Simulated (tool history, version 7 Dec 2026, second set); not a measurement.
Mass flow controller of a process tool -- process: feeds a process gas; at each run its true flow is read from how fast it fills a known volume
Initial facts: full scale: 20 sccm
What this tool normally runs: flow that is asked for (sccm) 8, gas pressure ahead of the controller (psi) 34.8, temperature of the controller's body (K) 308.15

run,hour,flow that is asked for (sccm),gas pressure ahead of the controller (psi),temperature of the controller's body (K),true flow (%)
1,0,8,34.8,308.15,101.65
2,84.6,10,34.8,308.15,101.77
3,187.9,10,34.8,308.15,101.61
4,270.6,8,34.8,306.15,101.55
5,392.6,8,34.8,306.15,101.58
6,521.9,2,34.8,308.15,102.85
7,591.7,2,34.8,308.15,103.02
8,696.5,2,34.8,308.15,103.14
9,826.8,8,34.8,308.15,101.93
10,929.1,8,34.8,301.15,101.25
11,1002.8,8,34.8,301.15,101.13
12,1122.9,8,34.8,301.15,101.28
13,1209.7,8,34.8,301.15,101.34
14,1359.4,8,34.8,301.15,101.3
15,1474.9,8,24.1,308.15,101.35
16,1549.9,8,23.1,308.15,101.41
17,1661.5,8,23.1,308.15,101.5
18,1749.4,8,23.1,308.15,101.46
19,1855.4,8,23.1,308.15,101.49
20,1994.6,14,30.7,296.15,101.2
21,2135.9,14,30.7,296.15,101.22
22,2259.1,8,34.8,311.15,102.55
23,2384.3,8,28.1,308.15,101.99
24,2498.7,8,36,308.15,102.21
25,2624.2,8,36,308.15,102.3
26,2750.6,10,27.1,299.15,101.19
27,2889.6,16,27.3,302.15,101.97
28,3034.1,16,27.3,302.15,102
29,3182.1,16,27.3,302.15,102.02
30,3305.2,10,24.8,296.15,101.08
31,3416.3,8,27.7,303.15,101.83
32,3537,8,27.7,303.15,101.82
33,3655.9,3,27.7,303.15,102.7
34,3728.3,3,27.7,303.15,102.92
35,3860.1,3,27.7,303.15,103.05
36,3965.7,8,21.5,297.15,101.2

Below are 3 alternative next runs, each starting from the tool's condition after run 36. Predict each:
A,4045.3,3,38.6,303.15,?
B,4045.3,2,38,297.15,?
C,4045.3,8,21.5,302.15,?

run,true flow (%)
A,103.37
B,103.96
C,101.55
With the hidden condition removed and each run's random variation left untouched, the same runs would have given:
run,true flow (%)
A,99.02
B,98.39
C,98.72
